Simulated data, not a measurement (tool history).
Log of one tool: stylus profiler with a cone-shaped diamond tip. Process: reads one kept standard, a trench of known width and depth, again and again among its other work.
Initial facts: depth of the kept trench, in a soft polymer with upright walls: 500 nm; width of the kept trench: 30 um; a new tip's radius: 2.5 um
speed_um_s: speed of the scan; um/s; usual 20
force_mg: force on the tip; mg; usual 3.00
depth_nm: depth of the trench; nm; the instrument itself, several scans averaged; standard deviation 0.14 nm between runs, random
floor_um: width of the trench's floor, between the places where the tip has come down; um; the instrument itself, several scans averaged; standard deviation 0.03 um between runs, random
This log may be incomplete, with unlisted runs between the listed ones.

Run 1, hour 0.0: usual settings. Result: depth_nm 510.02 nm, floor_um 26.89 um.
Run 2, hour 52.4: usual settings but force_mg 1.54 mg. Result: depth_nm 506.50 nm, floor_um 26.81 um.
Run 3, hour 104.5: usual settings but force_mg 1.54 mg. Result: depth_nm 506.49 nm, floor_um 26.86 um.
Run 4, hour 160.4: usual settings but speed_um_s 31 um/s. Result: depth_nm 509.99 nm, floor_um 26.85 um.
Run 5, hour 223.1: usual settings. Result: depth_nm 509.81 nm, floor_um 26.94 um.
Run 6, hour 273.6: usual settings. Result: depth_nm 509.66 nm, floor_um 26.93 um.
Run 7, hour 299.0: usual settings but speed_um_s 64 um/s, force_mg 2.02 mg. Result: depth_nm 507.66 nm, floor_um 26.66 um.
Run 8, hour 359.7: usual settings but speed_um_s 43 um/s, force_mg 4.18 mg. Result: depth_nm 512.19 nm, floor_um 26.80 um.
Run 9, hour 414.7: usual settings but speed_um_s 9 um/s, force_mg 1.02 mg. Result: depth_nm 504.56 nm, floor_um 26.90 um.
Run 10, hour 472.4: usual settings but speed_um_s 48 um/s, force_mg 5.99 mg. Result: depth_nm 515.51 nm, floor_um 26.83 um.

4 ways to go on from here, each from the tool as it stands after run 10. What would each give?
Run A, hour 532.0: usual settings but speed_um_s 48 um/s, force_mg 2.26 mg. Result: depth_nm ?, floor_um ?.
Run B, hour 532.0: usual settings but force_mg 1.09 mg. Result: depth_nm ?, floor_um ?.
Run C, hour 532.0: usual settings but speed_um_s 6 um/s, force_mg 5.99 mg. Result: depth_nm ?, floor_um ?.
Run D, hour 532.0: usual settings but speed_um_s 75 um/s, force_mg 2.26 mg. Result: depth_nm ?, floor_um ?.

run  depth_nm  floor_um
  A    508.41     26.72
  B    505.14     26.81
  C    515.81     26.95
  D    508.43     26.63
With no hidden state in the tool, these same runs would have given:
run  depth_nm  floor_um
  A    508.42     26.72
  B    505.15     26.81
  C    515.82     26.95
  D    508.44     26.63
